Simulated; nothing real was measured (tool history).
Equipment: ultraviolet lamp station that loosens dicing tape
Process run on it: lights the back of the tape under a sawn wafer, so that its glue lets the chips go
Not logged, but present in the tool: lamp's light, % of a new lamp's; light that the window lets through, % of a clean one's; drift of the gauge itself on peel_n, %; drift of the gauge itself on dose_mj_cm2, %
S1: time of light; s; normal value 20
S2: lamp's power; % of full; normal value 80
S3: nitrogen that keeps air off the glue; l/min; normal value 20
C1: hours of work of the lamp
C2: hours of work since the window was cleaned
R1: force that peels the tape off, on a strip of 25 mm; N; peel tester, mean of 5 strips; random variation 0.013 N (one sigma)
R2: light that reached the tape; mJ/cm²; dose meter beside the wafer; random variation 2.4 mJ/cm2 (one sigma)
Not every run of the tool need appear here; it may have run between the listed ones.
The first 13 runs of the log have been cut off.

run,hour,S1,S2,S3,C1,C2,R1,R2
14,202.4,20,80,20,469,22,0.807,229
15,224.0,20,80,20,485,37,0.814,225
16,244.3,20,80,20,499,52,0.869,226
17,263.2,20,80,20,512,65,0.865,225
18,278.8,20,80,20,523,76,0.852,221
19,298.0,23,80,20,537,90,0.600,247
20,320.0,20,80,7,552,105,2.054,223
21,330.9,18,80,20,560,113,1.106,197
22,349.0,18,80,20,573,126,1.119,196
23,358.5,23,80,12,580,132,1.062,251
24,373.0,20,81,20,590,143,0.929,216
25,390.0,20,81,20,602,155,0.891,217
26,411.8,16,60,11,617,170,3.244,121
27,424.2,12,60,11,626,179,4.251,97
28,447.1,12,60,11,642,195,4.536,96
29,467.6,15,63,6,657,209,4.336,124
30,485.3,15,63,6,669,222,4.407,122
31,502.1,13,85,20,681,234,2.044,143

The next listed run, before its measurement:
32,524.7,13,85,20,697,250,?,?

R1: 2.082 N
R2: 142 mJ/cm²
Without the tool's hidden state the same run would have given R1 1.345 N, R2 181 mJ/cm².
